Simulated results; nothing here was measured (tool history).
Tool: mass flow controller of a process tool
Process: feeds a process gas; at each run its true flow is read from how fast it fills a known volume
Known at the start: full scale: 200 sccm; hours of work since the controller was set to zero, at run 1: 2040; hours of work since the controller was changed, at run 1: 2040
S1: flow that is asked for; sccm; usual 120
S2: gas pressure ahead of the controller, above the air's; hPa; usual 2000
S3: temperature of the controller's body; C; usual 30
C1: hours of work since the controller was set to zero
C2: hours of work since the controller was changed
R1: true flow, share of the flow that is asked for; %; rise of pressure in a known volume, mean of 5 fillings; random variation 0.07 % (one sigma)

run      day   S1    S2  S3    C1    C2     R1
  1    0.000  120  2000  30  2040  2040  99.30
  2    6.054  120  2000  30  2105  2105  99.36
  3   16.550  120  2000  30  2218  2218  99.27
  4   25.979  120  2000  33  2319  2319  99.07
  5   32.996  120  2000  33  2395  2395  99.00
  6   46.662  120  2000  33  2542  2542  99.04
  7   60.067  120  2000  30  2686  2686  99.09
  8   74.379  120  2000  30  2840  2840  99.06
  9   87.654  120  2000  30  2983  2983  98.93
 10   94.092  120  2000  30  3052  3052  98.95
 11  105.642  120  2000  30  3176  3176  98.98
 12  118.792  120  2000  30  3317  3317  98.82
 13  125.025  120  2000  30  3384  3384  98.92
 14  139.462  120  2000  30  3540  3540  98.88
 15  153.008  120  2000  30  3685  3685  98.72
 16  165.200  120  2000  30  3817  3817  98.80
 17  178.875  120  2000  30  3964  3964  98.62
 18  185.079  131  2000  30  4030  4030  98.44
 19  196.821  131  2000  30  4157  4157  98.52
 20  205.558  131  2000  30  4251  4251  98.51
 21  212.033  120  2000  30  4320  4320  98.31
 22  218.775   25  1650  31  4393  4393  98.31
 23  228.871   92  1880  31  4501  4501  98.24
 24  237.075   92  1880  31  4590  4590  98.09
 25  243.292  120  2290  30  4656  4656  98.30
 26  255.858  120  2290  30  4792  4792  98.12
 27  269.250  170  2000  30  4936  4936  98.32
 28  283.829   65  2300  30  5092  5092  97.81

Forecast each of these 4 alternatives for the next run:
  A  293.325   25  1410  34  5195  5195   ?
  B  293.325   50  2300  30  5195  5195   ?
  C  293.325   65  1700  28  5195  5195   ?
  D  293.325  120  2000  40  5195  5195   ?

run     R1
  A  97.58
  B  97.74
  C  98.10
  D  97.50
Without the tool's hidden state the same runs would have given:
run     R1
  A  98.92
  B  99.08
  C  99.44
  D  98.84

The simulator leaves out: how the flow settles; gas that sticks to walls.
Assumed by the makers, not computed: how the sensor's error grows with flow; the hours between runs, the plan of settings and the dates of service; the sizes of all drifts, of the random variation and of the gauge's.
